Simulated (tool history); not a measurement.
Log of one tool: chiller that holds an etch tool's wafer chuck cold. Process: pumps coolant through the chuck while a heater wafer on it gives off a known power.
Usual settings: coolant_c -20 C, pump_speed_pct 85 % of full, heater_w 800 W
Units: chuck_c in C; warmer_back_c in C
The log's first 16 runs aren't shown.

| run | hour | coolant_c | pump_speed_pct | heater_w | chuck_c | warmer_back_c |
|---|---|---|---|---|---|---|
| 17 | 699.9 | -20 | 85 | 800 | -13.23 | 1.99 |
| 18 | 744.3 | -13 | 98 | 1068 | -4.51 | 2.34 |
| 19 | 796.7 | -19 | 85 | 800 | -12.16 | 1.98 |
| 20 | 828.6 | -19 | 85 | 711 | -12.96 | 1.75 |
| 21 | 877.5 | -17 | 72 | 403 | -13.18 | 1.11 |
| 22 | 935.4 | -27 | 84 | 976 | -18.65 | 2.45 |
| 23 | 988.0 | -12 | 89 | 800 | -5.30 | 1.82 |
| 24 | 1014.6 | -12 | 89 | 800 | -5.39 | 1.83 |
| 25 | 1066.1 | -12 | 89 | 800 | -5.42 | 1.80 |
| 26 | 1119.6 | -12 | 89 | 800 | -5.37 | 1.81 |
| 27 | 1166.6 | -20 | 85 | 1045 | -11.20 | 2.58 |
| 28 | 1220.3 | -20 | 85 | 1045 | -11.08 | 2.51 |
|  | 1250.7 | coolant changed, channels flushed |
| 29 | 1283.7 | -12 | 85 | 1045 | -3.04 | 2.56 |
| 30 | 1311.7 | -11 | 85 | 800 | -4.31 | 1.87 |
| 31 | 1342.4 | -14 | 67 | 408 | -10.11 | 1.07 |

4 ways to go on from here, each from the tool as it stands after run 31. What would each give?
| A | 1369.4 | -15 | 96 | 445 | ? | ? |
| B | 1369.4 | -20 | 85 | 637 | ? | ? |
| C | 1369.4 | -15 | 62 | 461 | ? | ? |
| D | 1369.4 | -20 | 85 | 810 | ? | ? |

| run | chuck_c | warmer_back_c |
|---|---|---|
| A | -11.38 | 0.74 |
| B | -14.59 | 1.41 |
| C | -10.41 | 1.39 |
| D | -13.17 | 1.87 |
Without the tool's hidden state the same runs would have given:
| run | chuck_c | warmer_back_c |
|---|---|---|
| A | -11.39 | 1.07 |
| B | -14.60 | 1.74 |
| C | -10.42 | 1.72 |
| D | -13.18 | 2.21 |

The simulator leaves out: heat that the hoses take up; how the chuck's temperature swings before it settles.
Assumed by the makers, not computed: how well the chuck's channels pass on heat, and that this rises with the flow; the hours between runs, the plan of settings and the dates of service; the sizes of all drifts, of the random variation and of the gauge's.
